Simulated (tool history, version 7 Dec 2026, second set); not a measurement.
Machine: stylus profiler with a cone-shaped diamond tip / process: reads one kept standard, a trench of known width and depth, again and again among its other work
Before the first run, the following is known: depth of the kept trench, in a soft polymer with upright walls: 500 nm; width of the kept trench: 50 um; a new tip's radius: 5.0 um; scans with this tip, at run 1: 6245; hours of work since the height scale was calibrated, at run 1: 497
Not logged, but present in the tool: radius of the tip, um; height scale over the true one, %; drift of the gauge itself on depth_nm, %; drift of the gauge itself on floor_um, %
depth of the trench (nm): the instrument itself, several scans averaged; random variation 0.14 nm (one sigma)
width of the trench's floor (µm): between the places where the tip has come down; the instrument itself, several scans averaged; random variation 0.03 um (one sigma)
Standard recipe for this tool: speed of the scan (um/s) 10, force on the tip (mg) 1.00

| run | hour | speed of the scan (um/s) | force on the tip (mg) | scans with this tip | hours of work since the height scale was calibrated | depth of the trench (nm) | width of the trench's floor (µm) |
|---|---|---|---|---|---|---|---|
| 1 | 0.0 | 10 | 1.00 | 6245 | 497 | 502.36 | 44.64 |
| 2 | 30.1 | 10 | 1.00 | 6476 | 515 | 502.58 | 44.61 |
| 3 | 59.8 | 10 | 0.71 | 6704 | 533 | 501.42 | 44.54 |
| 4 | 93.3 | 10 | 0.71 | 6960 | 553 | 501.66 | 44.48 |
| 5 | 117.9 | 10 | 0.71 | 7149 | 569 | 501.66 | 44.50 |
| 6 | 144.7 | 10 | 0.71 | 7354 | 585 | 501.67 | 44.46 |
| 7 | 177.3 | 10 | 0.36 | 7604 | 605 | 500.58 | 44.34 |
| 8 | 201.5 | 10 | 0.36 | 7790 | 619 | 500.34 | 44.40 |
| 9 | 232.0 | 10 | 0.36 | 8023 | 638 | 500.48 | 44.34 |
| 10 | 248.5 | 10 | 0.36 | 8150 | 648 | 500.64 | 44.27 |
| 11 | 281.8 | 10 | 0.36 | 8405 | 668 | 500.58 | 44.33 |
| 12 | 317.1 | 10 | 0.36 | 8676 | 690 | 500.33 | 44.23 |
| 13 | 349.0 | 10 | 0.36 | 8921 | 709 | 500.17 | 44.23 |
| 14 | 373.2 | 10 | 0.36 | 9106 | 724 | 500.34 | 44.20 |
| 15 | 405.3 | 10 | 0.36 | 9352 | 744 | 500.11 | 44.18 |
| 16 | 428.6 | 10 | 0.36 | 9531 | 758 | 500.35 | 44.14 |
| 17 | 463.7 | 10 | 1.00 | 9800 | 779 | 501.84 | 44.11 |
| 18 | 486.8 | 10 | 1.00 | 9977 | 793 | 501.98 | 44.14 |
| 19 | 515.6 | 7 | 1.00 | 10198 | 811 | 501.85 | 44.15 |
| 20 | 538.1 | 8 | 1.00 | 10370 | 825 | 501.95 | 44.13 |
| 21 | 563.6 | 8 | 1.88 | 10566 | 840 | 503.66 | 44.05 |
| 22 | 580.0 | 14 | 0.38 | 10692 | 850 | 500.02 | 43.96 |
| 23 | 605.1 | 2 | 1.34 | 10884 | 866 | 502.64 | 44.04 |
| 24 | 637.1 | 29 | 0.37 | 11129 | 885 | 500.04 | 43.75 |
| 25 | 667.0 | 22 | 0.92 | 11359 | 903 | 501.45 | 43.91 |
| 26 | 681.5 | 22 | 0.92 | 11470 | 912 | 501.58 | 43.87 |
| 27 | 704.1 | 26 | 1.00 | 11642 | 926 | 501.66 | 43.77 |
| 28 | 726.6 | 8 | 0.70 | 11815 | 940 | 500.81 | 43.90 |
| 29 | 748.4 | 39 | 0.73 | 11982 | 953 | 500.97 | 43.67 |
| 30 | 774.4 | 24 | 1.89 | 12182 | 969 | 503.29 | 43.78 |
| 31 | 802.8 | 24 | 1.89 | 12399 | 986 | 503.31 | 43.83 |
| 32 | 819.7 | 3 | 1.38 | 12529 | 996 | 502.29 | 43.87 |
| 33 | 848.5 | 3 | 0.54 | 12750 | 1014 | 500.27 | 43.79 |
| 34 | 875.3 | 3 | 0.54 | 12955 | 1030 | 500.30 | 43.83 |
| 35 | 894.2 | 27 | 2.33 | 13100 | 1042 | 503.76 | 43.76 |
| 36 | 924.4 | 3 | 0.79 | 13332 | 1060 | 500.91 | 43.79 |
| 37 | 941.1 | 3 | 0.79 | 13460 | 1070 | 500.84 | 43.72 |

For some of the steps in depth of the trench (nm) from one run to the next: how much would appear even if the tool had no hidden state, given the settings, what came in and random variation, and how much remains for the hidden state plus any gauge scatter that the measured result and the result without hidden state don't share?
Run 1 -> 2: no setting changed, nothing entered. depth of the trench (nm) +0.22: hidden state -0.04, all else +0.26.
Run 3 -> 4: no setting changed, nothing entered. depth of the trench (nm) +0.24: hidden state -0.04, all else +0.28.
Run 10 -> 11: no setting changed, nothing entered. depth of the trench (nm) -0.06: hidden state -0.04, all else -0.02.
Run 21 -> 22: speed of the scan (um/s) 8 -> 14, force on the tip (mg) 1.88 -> 0.38. depth of the trench (nm) -3.64: hidden state -0.01, all else -3.63.
Run 34 -> 35: speed of the scan (um/s) 3 -> 27, force on the tip (mg) 0.54 -> 2.33. depth of the trench (nm) +3.46: hidden state -0.02, all else +3.48.
Run 35 -> 36: speed of the scan (um/s) 27 -> 3, force on the tip (mg) 2.33 -> 0.79. depth of the trench (nm) -2.85: hidden state -0.03, all else -2.82.
